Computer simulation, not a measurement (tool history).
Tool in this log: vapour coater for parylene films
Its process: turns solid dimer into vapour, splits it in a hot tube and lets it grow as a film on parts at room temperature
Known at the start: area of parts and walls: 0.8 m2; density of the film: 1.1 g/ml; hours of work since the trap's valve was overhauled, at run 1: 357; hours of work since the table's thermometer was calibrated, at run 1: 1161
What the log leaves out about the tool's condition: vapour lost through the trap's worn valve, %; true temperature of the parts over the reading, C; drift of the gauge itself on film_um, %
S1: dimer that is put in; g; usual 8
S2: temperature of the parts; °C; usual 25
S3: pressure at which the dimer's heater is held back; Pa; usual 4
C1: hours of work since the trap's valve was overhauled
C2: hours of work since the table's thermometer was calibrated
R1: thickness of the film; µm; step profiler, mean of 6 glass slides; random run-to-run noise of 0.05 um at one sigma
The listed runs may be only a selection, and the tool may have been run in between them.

run 1 hour=0 | S1=8 S2=25 S3=4 | C1=357 C2=1161 | R1=5.61
run 2 hour=45.6 | S1=11 S2=25 S3=4 | C1=392 C2=1196 | R1=7.71
run 3 hour=98.7 | S1=11 S2=25 S3=4 | C1=432 C2=1236 | R1=7.68
run 4 hour=137.1 | S1=11 S2=25 S3=4 | C1=461 C2=1265 | R1=7.69
run 5 hour=178.2 | S1=7 S2=25 S3=4 | C1=492 C2=1296 | R1=4.87
-- hour=192.8 table's thermometer calibrated
-- hour=213.4 trap's valve overhauled
run 6 hour=226.9 | S1=8 S2=25 S3=3.31 | C1=10 C2=23 | R1=6.26
run 7 hour=286 | S1=8 S2=18 S3=4 | C1=55 C2=68 | R1=8.12
run 8 hour=322.4 | S1=11 S2=25 S3=4 | C1=83 C2=95 | R1=8.17
run 9 hour=359.6 | S1=11 S2=25 S3=4 | C1=111 C2=124 | R1=8.27
run 10 hour=424 | S1=11 S2=25 S3=4 | C1=160 C2=172 | R1=8.3
run 11 hour=504.6 | S1=8 S2=25 S3=8.55 | C1=221 C2=234 | R1=5.15
run 12 hour=539.5 | S1=5 S2=23 S3=8.55 | C1=247 C2=260 | R1=3.47
run 13 hour=574.8 | S1=5 S2=23 S3=8.55 | C1=274 C2=287 | R1=3.44
run 14 hour=621.2 | S1=7 S2=36 S3=4 | C1=309 C2=322 | R1=3.15
run 15 hour=679.8 | S1=7 S2=36 S3=4 | C1=354 C2=366 | R1=3.12
run 16 hour=720.4 | S1=14 S2=22 S3=4 | C1=385 C2=397 | R1=11.4
run 17 hour=781.7 | S1=14 S2=22 S3=4 | C1=431 C2=444 | R1=11.51
run 18 hour=841.4 | S1=14 S2=22 S3=4 | C1=476 C2=489 | R1=11.37
-- hour=897.1 trap's valve overhauled
run 19 hour=917.4 | S1=14 S2=22 S3=4 | C1=15 C2=544 | R1=12.06
run 20 hour=976.8 | S1=9 S2=21 S3=4 | C1=60 C2=589 | R1=7.99

Below are 4 alternative next runs, each starting from the tool's condition after run 20. Predict each:
run A hour=1011.3 | S1=9 S2=21 S3=11.72 | C1=87 C2=615 | R1=?
run B hour=1011.3 | S1=5 S2=23 S3=3.42 | C1=87 C2=615 | R1=?
run C hour=1011.3 | S1=12 S2=21 S3=4 | C1=87 C2=615 | R1=?
run D hour=1011.3 | S1=5 S2=19 S3=11.42 | C1=87 C2=615 | R1=?

run=A R1=6.37
run=B R1=4.21
run=C R1=10.37
run=D R1=3.91
Take away the tool's hidden state, keep each run's random variation, and the runs would have read:
run=A R1=6.63
run=B R1=4.39
run=C R1=10.81
run=D R1=4.08

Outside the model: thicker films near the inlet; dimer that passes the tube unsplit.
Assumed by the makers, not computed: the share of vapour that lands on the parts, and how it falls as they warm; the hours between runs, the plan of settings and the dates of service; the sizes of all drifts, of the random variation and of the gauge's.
